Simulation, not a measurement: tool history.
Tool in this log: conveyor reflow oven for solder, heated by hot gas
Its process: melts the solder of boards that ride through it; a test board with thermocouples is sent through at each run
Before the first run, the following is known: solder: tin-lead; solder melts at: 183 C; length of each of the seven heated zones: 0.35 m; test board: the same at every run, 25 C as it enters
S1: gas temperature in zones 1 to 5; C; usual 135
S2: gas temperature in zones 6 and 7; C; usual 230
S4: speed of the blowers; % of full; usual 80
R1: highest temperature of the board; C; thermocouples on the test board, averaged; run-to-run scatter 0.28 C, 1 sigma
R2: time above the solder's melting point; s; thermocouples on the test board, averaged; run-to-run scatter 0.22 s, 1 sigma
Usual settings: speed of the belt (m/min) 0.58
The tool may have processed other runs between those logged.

Run 1, hour 0: usual settings. Result: R1 218.8 C, R2 55.6 s.
Run 2, hour 13.9: usual settings. Result: R1 218.2 C, R2 55.5 s.
Run 3, hour 38.2: usual settings. Result: R1 218.7 C, R2 55.4 s.
Run 4, hour 64.3: usual settings but speed of the belt (m/min) 0.653. Result: R1 215.1 C, R2 46.7 s.
Run 5, hour 89.8: usual settings but speed of the belt (m/min) 0.471. Result: R1 223.2 C, R2 73.5 s.
Run 6, hour 114.1: usual settings but speed of the belt (m/min) 0.471. Result: R1 223.2 C, R2 73.2 s.
Run 7, hour 136.4: usual settings but speed of the belt (m/min) 0.471. Result: R1 223.1 C, R2 72.8 s.
Run 8, hour 158.4: usual settings. Result: R1 218.2 C, R2 55.4 s.
Run 9, hour 181.2: usual settings. Result: R1 218.4 C, R2 55 s.
Run 10, hour 208.9: usual settings. Result: R1 218.1 C, R2 55.6 s.
Run 11, hour 233.5: usual settings. Result: R1 218.2 C, R2 55.4 s.
Run 12, hour 247.4: usual settings but S4 70 % of full. Result: R1 216.7 C, R2 53.8 s.
Run 13, hour 270.5: usual settings but speed of the belt (m/min) 0.508, S4 70 % of full. Result: R1 220.1 C, R2 65.1 s.
Run 14, hour 290.4: usual settings but speed of the belt (m/min) 0.508, S4 70 % of full. Result: R1 219.6 C, R2 65 s.
Run 15, hour 318.7: usual settings but speed of the belt (m/min) 0.508, S4 70 % of full. Result: R1 219.9 C, R2 64.9 s.

For run 16, what comes out?
Run 16, hour 348: usual settings but speed of the belt (m/min) 0.508, S4 70 % of full. Result: R1 ?, R2 ?.

Run 16 yielded R1 220.6 C, R2 65.3 s.
With no hidden state in the tool, this same run would have given R1 220.6 C, R2 65.3 s.

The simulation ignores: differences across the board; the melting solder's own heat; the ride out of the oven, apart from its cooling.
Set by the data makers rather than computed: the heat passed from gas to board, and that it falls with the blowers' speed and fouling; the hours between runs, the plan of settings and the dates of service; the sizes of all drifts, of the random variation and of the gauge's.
